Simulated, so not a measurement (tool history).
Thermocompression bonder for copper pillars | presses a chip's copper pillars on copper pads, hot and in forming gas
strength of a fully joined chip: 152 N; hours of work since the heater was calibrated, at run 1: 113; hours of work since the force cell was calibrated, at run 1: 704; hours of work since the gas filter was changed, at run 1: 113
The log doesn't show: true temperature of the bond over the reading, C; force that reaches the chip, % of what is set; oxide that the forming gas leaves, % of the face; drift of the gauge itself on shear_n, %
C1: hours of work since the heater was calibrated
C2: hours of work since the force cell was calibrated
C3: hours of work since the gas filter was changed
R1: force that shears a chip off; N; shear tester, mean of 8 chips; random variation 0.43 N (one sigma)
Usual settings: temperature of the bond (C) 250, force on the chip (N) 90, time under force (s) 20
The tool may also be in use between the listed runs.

run 1 day=0.000 | temperature_of_the_bond_(C)=250 force_on_the_chip_(N)=90 time_under_force_(s)=20 | C1=113 C2=704 C3=113 | R1=86.7
run 2 day=1.075 | temperature_of_the_bond_(C)=250 force_on_the_chip_(N)=90 time_under_force_(s)=20 | C1=132 C2=724 C3=132 | R1=87.1
run 3 day=2.662 | temperature_of_the_bond_(C)=250 force_on_the_chip_(N)=90 time_under_force_(s)=20 | C1=162 C2=753 C3=162 | R1=86.0
run 4 day=4.221 | temperature_of_the_bond_(C)=250 force_on_the_chip_(N)=90 time_under_force_(s)=20 | C1=190 C2=782 C3=190 | R1=85.7
run 5 day=5.804 | temperature_of_the_bond_(C)=250 force_on_the_chip_(N)=90 time_under_force_(s)=20 | C1=219 C2=811 C3=219 | R1=85.4
-- day=6.008 forming gas filter changed
run 6 day=6.983 | temperature_of_the_bond_(C)=273 force_on_the_chip_(N)=100 time_under_force_(s)=45 | C1=241 C2=832 C3=18 | R1=132.8
run 7 day=8.392 | temperature_of_the_bond_(C)=231 force_on_the_chip_(N)=59 time_under_force_(s)=22 | C1=267 C2=858 C3=44 | R1=55.0
run 8 day=9.533 | temperature_of_the_bond_(C)=271 force_on_the_chip_(N)=103 time_under_force_(s)=26 | C1=288 C2=879 C3=65 | R1=119.6
run 9 day=11.658 | temperature_of_the_bond_(C)=271 force_on_the_chip_(N)=103 time_under_force_(s)=26 | C1=327 C2=918 C3=104 | R1=119.0
run 10 day=12.788 | temperature_of_the_bond_(C)=257 force_on_the_chip_(N)=90 time_under_force_(s)=20 | C1=348 C2=939 C3=125 | R1=93.0

Forecast each of these 5 alternatives for the next run:
run A day=14.988 | temperature_of_the_bond_(C)=235 force_on_the_chip_(N)=54 time_under_force_(s)=59 | C1=388 C2=980 C3=165 | R1=?
run B day=14.988 | temperature_of_the_bond_(C)=246 force_on_the_chip_(N)=133 time_under_force_(s)=28 | C1=388 C2=980 C3=165 | R1=?
run C day=14.988 | temperature_of_the_bond_(C)=254 force_on_the_chip_(N)=90 time_under_force_(s)=52 | C1=388 C2=980 C3=165 | R1=?
run D day=14.988 | temperature_of_the_bond_(C)=252 force_on_the_chip_(N)=118 time_under_force_(s)=49 | C1=388 C2=980 C3=165 | R1=?
run E day=14.988 | temperature_of_the_bond_(C)=277 force_on_the_chip_(N)=90 time_under_force_(s)=49 | C1=388 C2=980 C3=165 | R1=?

run=A R1=76.4
run=B R1=112.4
run=C R1=114.9
run=D R1=124.1
run=E R1=129.9
Without the tool's hidden state the same runs would have given:
run=A R1=78.6
run=B R1=115.9
run=C R1=118.6
run=D R1=128.1
run=E R1=134.2

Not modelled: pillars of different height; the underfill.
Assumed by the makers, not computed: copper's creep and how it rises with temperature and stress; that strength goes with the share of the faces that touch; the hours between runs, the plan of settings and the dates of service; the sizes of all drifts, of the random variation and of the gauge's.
